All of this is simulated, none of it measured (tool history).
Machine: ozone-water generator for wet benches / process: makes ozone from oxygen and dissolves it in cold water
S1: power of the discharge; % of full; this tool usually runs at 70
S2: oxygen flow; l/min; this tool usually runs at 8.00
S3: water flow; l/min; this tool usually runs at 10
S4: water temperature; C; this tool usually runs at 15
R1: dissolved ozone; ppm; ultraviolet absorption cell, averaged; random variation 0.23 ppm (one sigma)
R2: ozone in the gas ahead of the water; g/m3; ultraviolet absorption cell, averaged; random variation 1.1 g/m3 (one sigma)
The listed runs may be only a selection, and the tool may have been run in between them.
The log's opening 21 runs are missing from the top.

| run | hour | S1 | S2 | S3 | S4 | R1 | R2 |
|---|---|---|---|---|---|---|---|
| 22 | 2529.4 | 80 | 8.00 | 10 | 20 | 25.6 | 199.0 |
|  | 2567.3 | contactor cleaned |
| 23 | 2637.7 | 40 | 8.00 | 10 | 12 | 24.6 | 137.2 |
| 24 | 2722.3 | 70 | 8.00 | 7 | 15 | 37.4 | 183.6 |
| 25 | 2831.0 | 70 | 8.00 | 7 | 15 | 36.7 | 182.8 |
| 26 | 2907.9 | 70 | 8.00 | 7 | 15 | 36.7 | 180.3 |
|  | 3019.1 | water thermometer calibrated |
| 27 | 3049.0 | 70 | 8.46 | 7 | 15 | 36.7 | 174.5 |
| 28 | 3199.1 | 41 | 8.00 | 10 | 13 | 23.5 | 134.3 |
| 29 | 3324.7 | 45 | 12.67 | 10 | 9 | 26.3 | 120.3 |
| 30 | 3425.4 | 45 | 12.67 | 10 | 9 | 26.2 | 121.0 |
| 31 | 3513.2 | 65 | 10.48 | 10 | 17 | 25.9 | 151.6 |
| 32 | 3668.9 | 59 | 5.10 | 10 | 14 | 26.0 | 179.7 |

Forecast each of these 3 alternatives for the next run:
| A | 3798.6 | 59 | 7.61 | 7 | 8 | ? | ? |
| B | 3798.6 | 52 | 5.10 | 7 | 11 | ? | ? |
| C | 3798.6 | 70 | 4.57 | 9 | 9 | ? | ? |

| run | R1 | R2 |
|---|---|---|
| A | 37.0 | 156.7 |
| B | 32.6 | 168.2 |
| C | 32.2 | 202.3 |
Take away the tool's hidden state, keep each run's random variation, and the runs would have read:
| run | R1 | R2 |
|---|---|---|
| A | 45.7 | 187.5 |
| B | 39.7 | 198.9 |
| C | 40.7 | 246.6 |
